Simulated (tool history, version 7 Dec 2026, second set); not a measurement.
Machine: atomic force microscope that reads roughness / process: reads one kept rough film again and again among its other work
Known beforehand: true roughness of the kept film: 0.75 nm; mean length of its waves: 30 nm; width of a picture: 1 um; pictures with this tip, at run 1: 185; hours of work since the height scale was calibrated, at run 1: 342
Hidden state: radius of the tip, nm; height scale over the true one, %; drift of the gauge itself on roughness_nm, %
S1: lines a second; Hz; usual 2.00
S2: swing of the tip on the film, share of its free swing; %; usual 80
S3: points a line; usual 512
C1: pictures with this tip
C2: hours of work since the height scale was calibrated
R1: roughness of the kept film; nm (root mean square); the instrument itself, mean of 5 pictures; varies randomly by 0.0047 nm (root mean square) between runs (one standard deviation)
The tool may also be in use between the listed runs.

Run 1, hour 0.0: usual settings; C1 185; C2 342. Result: R1 0.599 nm (root mean square).
Run 2, hour 26.8: usual settings; C1 214; C2 355. Result: R1 0.593 nm (root mean square).
Run 3, hour 38.6: usual settings; C1 227; C2 361. Result: R1 0.602 nm (root mean square).
Run 4, hour 64.3: usual settings but S2 82 %; C1 256; C2 374. Result: R1 0.581 nm (root mean square).
Run 5, hour 89.3: usual settings but S2 82 %; C1 283; C2 387. Result: R1 0.584 nm (root mean square).
Run 6, hour 102.0: usual settings but S2 82 %; C1 297; C2 394. Result: R1 0.577 nm (root mean square).
Run 7, hour 123.4: usual settings; C1 321; C2 404. Result: R1 0.589 nm (root mean square).
Run 8, hour 144.3: usual settings; C1 344; C2 415. Result: R1 0.587 nm (root mean square).
Run 9, hour 156.2: usual settings; C1 357; C2 421. Result: R1 0.575 nm (root mean square).
Run 10, hour 184.6: usual settings; C1 388; C2 436. Result: R1 0.570 nm (root mean square).
At hour 189.2: new tip fitted.
Run 11, hour 210.7: usual settings; C1 23; C2 449. Result: R1 0.619 nm (root mean square).
Run 12, hour 230.7: usual settings; C1 45; C2 459. Result: R1 0.612 nm (root mean square).
Run 13, hour 247.3: usual settings; C1 64; C2 467. Result: R1 0.608 nm (root mean square).
Run 14, hour 269.0: usual settings but S1 2.16 Hz; C1 87; C2 478. Result: R1 0.607 nm (root mean square).
Run 15, hour 293.5: usual settings but S1 2.16 Hz; C1 114; C2 491. Result: R1 0.606 nm (root mean square).
Run 16, hour 312.2: usual settings but S1 2.16 Hz; C1 135; C2 500. Result: R1 0.596 nm (root mean square).
Run 17, hour 325.6: usual settings but S1 2.16 Hz, S3 602; C1 150; C2 507. Result: R1 0.601 nm (root mean square).
Run 18, hour 343.6: usual settings but S1 2.16 Hz, S3 689; C1 169; C2 516. Result: R1 0.599 nm (root mean square).
Run 19, hour 372.3: usual settings but S2 79 %; C1 201; C2 531. Result: R1 0.600 nm (root mean square).
Run 20, hour 385.9: usual settings but S3 937; C1 216; C2 538. Result: R1 0.597 nm (root mean square).
Run 21, hour 403.0: usual settings but S2 57 %; C1 235; C2 546. Result: R1 0.662 nm (root mean square).
Run 22, hour 415.6: usual settings but S2 57 %; C1 249; C2 553. Result: R1 0.660 nm (root mean square).
Run 23, hour 440.8: usual settings but S2 57 %; C1 276; C2 566. Result: R1 0.652 nm (root mean square).
Run 24, hour 464.0: usual settings but S1 2.69 Hz, S2 57 %; C1 302; C2 577. Result: R1 0.640 nm (root mean square).
Run 25, hour 477.6: usual settings but S1 0.98 Hz; C1 317; C2 584. Result: R1 0.634 nm (root mean square).
Run 26, hour 505.9: usual settings; C1 348; C2 599. Result: R1 0.587 nm (root mean square).
Run 27, hour 529.3: usual settings but S2 78 %; C1 374; C2 611. Result: R1 0.590 nm (root mean square).
Run 28, hour 542.5: usual settings but S1 0.66 Hz, S2 59 %; C1 388; C2 617. Result: R1 0.658 nm (root mean square).
At hour 547.6: new tip fitted.
Run 29, hour 561.5: usual settings but S1 0.66 Hz, S2 59 %; C1 16; C2 627. Result: R1 0.710 nm (root mean square).
Run 30, hour 584.7: usual settings but S1 0.66 Hz, S2 72 %; C1 41; C2 638. Result: R1 0.698 nm (root mean square).
Run 31, hour 613.1: usual settings but S1 0.66 Hz, S2 72 %; C1 72; C2 653. Result: R1 0.691 nm (root mean square).
Run 32, hour 632.7: usual settings but S1 2.06 Hz, S2 84 %, S3 469; C1 94; C2 663. Result: R1 0.584 nm (root mean square).
Run 33, hour 657.2: usual settings but S1 2.06 Hz, S2 84 %, S3 469; C1 121; C2 675. Result: R1 0.586 nm (root mean square).
Run 34, hour 685.1: usual settings but S1 2.06 Hz, S2 84 %, S3 469; C1 152; C2 690. Result: R1 0.570 nm (root mean square).
Run 35, hour 707.7: usual settings but S2 79 %, S3 637; C1 176; C2 701. Result: R1 0.608 nm (root mean square).
Run 36, hour 734.6: usual settings but S3 529; C1 206; C2 715. Result: R1 0.596 nm (root mean square).
Run 37, hour 757.4: usual settings but S2 75 %, S3 441; C1 231; C2 726. Result: R1 0.612 nm (root mean square).
Run 38, hour 780.2: usual settings but S1 2.43 Hz, S2 74 %; C1 256; C2 738. Result: R1 0.600 nm (root mean square).
Run 39, hour 799.4: usual settings but S1 2.43 Hz, S2 74 %; C1 277; C2 748. Result: R1 0.595 nm (root mean square).
Run 40, hour 814.1: usual settings but S1 2.43 Hz, S2 74 %; C1 293; C2 755. Result: R1 0.599 nm (root mean square).
Run 41, hour 827.0: usual settings but S1 2.53 Hz, S2 68 %, S3 947; C1 308; C2 762. Result: R1 0.614 nm (root mean square).
Run 42, hour 853.5: usual settings but S3 816; C1 337; C2 775. Result: R1 0.577 nm (root mean square).
Run 43, hour 882.2: usual settings but S1 0.54 Hz, S2 82 %, S3 392; C1 368; C2 790. Result: R1 0.639 nm (root mean square).
At hour 906.2: new tip fitted.
Run 44, hour 906.2: usual settings but S1 2.19 Hz, S2 64 %, S3 962; C1 0; C2 802. Result: R1 0.679 nm (root mean square).
Run 45, hour 922.6: usual settings but S1 3.50 Hz, S2 78 %, S3 962; C1 18; C2 810. Result: R1 0.572 nm (root mean square).
Run 46, hour 946.1: usual settings but S1 3.50 Hz, S2 78 %, S3 959; C1 44; C2 822. Result: R1 0.574 nm (root mean square).
Run 47, hour 970.0: usual settings but S1 0.52 Hz, S2 71 %, S3 460; C1 70; C2 834. Result: R1 0.698 nm (root mean square).
Run 48, hour 983.4: usual settings but S1 1.75 Hz, S2 71 %, S3 470; C1 85; C2 841. Result: R1 0.657 nm (root mean square).
Run 49, hour 999.5: usual settings but S1 1.79 Hz, S2 56 %, S3 357; C1 103; C2 849. Result: R1 0.690 nm (root mean square).
Run 50, hour 1020.8: usual settings but S1 1.79 Hz, S2 56 %, S3 357; C1 126; C2 860. Result: R1 0.686 nm (root mean square).
Run 51, hour 1035.7: usual settings but S1 0.91 Hz, S2 71 %, S3 357; C1 143; C2 868. Result: R1 0.676 nm (root mean square).
Run 52, hour 1062.6: usual settings but S1 0.91 Hz, S2 71 %, S3 357; C1 172; C2 881. Result: R1 0.670 nm (root mean square).

Here are 4 independent what-if runs from the current tool condition. What would each one return?
Run A, hour 1085.6: usual settings but S1 3.85 Hz, S2 71 %, S3 357; C1 198; C2 893. Result: R1 ?.
Run B, hour 1085.6: usual settings but S1 0.59 Hz, S2 81 %, S3 357; C1 198; C2 893. Result: R1 ?.
Run C, hour 1085.6: usual settings but S1 2.51 Hz, S3 818; C1 198; C2 893. Result: R1 ?.
Run D, hour 1085.6: usual settings but S2 83 %, S3 379; C1 198; C2 893. Result: R1 ?.

run     R1
  A  0.580
  B  0.662
  C  0.581
  D  0.583
The same runs, with their run-to-run variation unchanged, on a tool lacking any hidden condition would have given:
run     R1
  A  0.600
  B  0.685
  C  0.602
  D  0.603
